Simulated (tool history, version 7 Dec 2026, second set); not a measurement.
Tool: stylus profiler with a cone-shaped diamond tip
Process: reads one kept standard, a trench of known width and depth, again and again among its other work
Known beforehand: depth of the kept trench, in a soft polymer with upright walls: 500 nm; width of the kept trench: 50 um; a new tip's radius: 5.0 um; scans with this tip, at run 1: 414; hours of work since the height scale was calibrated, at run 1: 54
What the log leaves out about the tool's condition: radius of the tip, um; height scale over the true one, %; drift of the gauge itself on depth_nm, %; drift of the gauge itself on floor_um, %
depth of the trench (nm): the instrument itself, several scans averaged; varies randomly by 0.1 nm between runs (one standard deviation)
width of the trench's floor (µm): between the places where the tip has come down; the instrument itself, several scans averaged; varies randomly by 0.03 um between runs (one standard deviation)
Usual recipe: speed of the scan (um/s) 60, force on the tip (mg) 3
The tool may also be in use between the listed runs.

| run | hour | speed of the scan (um/s) | force on the tip (mg) | scans with this tip | hours of work since the height scale was calibrated | depth of the trench (nm) | width of the trench's floor (µm) |
|---|---|---|---|---|---|---|---|
| 1 | 0 | 60 | 3 | 414 | 54 | 505 | 45.41 |
| 2 | 9.9 | 60 | 3 | 449 | 58 | 505.1 | 45.35 |
| 3 | 30.1 | 60 | 3 | 519 | 67 | 505.09 | 45.41 |
| 4 | 48.8 | 60 | 3 | 584 | 75 | 505.2 | 45.36 |
| 5 | 69.1 | 60 | 3 | 655 | 85 | 505.14 | 45.43 |
| 6 | 81 | 60 | 1.79 | 697 | 90 | 503.55 | 45.32 |
| 7 | 100.7 | 60 | 1.79 | 765 | 99 | 503.69 | 45.29 |
| 8 | 117 | 60 | 1.79 | 822 | 106 | 503.75 | 45.25 |
| 9 | 139.3 | 60 | 3 | 900 | 116 | 505.23 | 45.31 |
| 10 | 154.2 | 60 | 3 | 952 | 123 | 505.19 | 45.31 |
| 11 | 169.4 | 60 | 3 | 1004 | 130 | 504.99 | 45.26 |
| 12 | 189.6 | 60 | 3 | 1075 | 139 | 505.07 | 45.29 |
| 13 | 199.8 | 60 | 3 | 1110 | 143 | 505.18 | 45.26 |
| 14 | 211 | 39 | 3 | 1150 | 149 | 505.17 | 45.35 |
| 15 | 223.5 | 39 | 1.24 | 1193 | 154 | 503.06 | 45.25 |
| 16 | 246.7 | 172 | 8.97 | 1274 | 165 | 510.51 | 45.12 |
| 17 | 264.1 | 34 | 3.88 | 1335 | 172 | 506.08 | 45.31 |
| 18 | 282.4 | 19 | 1.68 | 1398 | 181 | 503.63 | 45.27 |
| 19 | 296.7 | 19 | 1.68 | 1448 | 187 | 503.65 | 45.31 |
| 20 | 308.6 | 29 | 5.29 | 1490 | 192 | 507.51 | 45.37 |
| 21 | 319 | 18 | 3.13 | 1526 | 197 | 505.48 | 45.37 |
| 22 | 340.4 | 18 | 3.13 | 1600 | 207 | 505.41 | 45.3 |
| 23 | 353 | 42 | 1.01 | 1644 | 212 | 502.64 | 45.13 |
| 24 | 367.1 | 42 | 1.01 | 1693 | 219 | 502.65 | 45.14 |
| 25 | 381.8 | 42 | 1.01 | 1745 | 225 | 502.74 | 45.09 |

What will run 26 give?
| 26 | 395.8 | 42 | 1.01 | 1794 | 232 | ? | ? |

Run 26 measured depth of the trench (nm) 502.69, width of the trench's floor (µm) 45.1.
The same run, on a tool lacking any hidden state, would have yielded depth of the trench (nm) 502.44, width of the trench's floor (µm) 45.4.
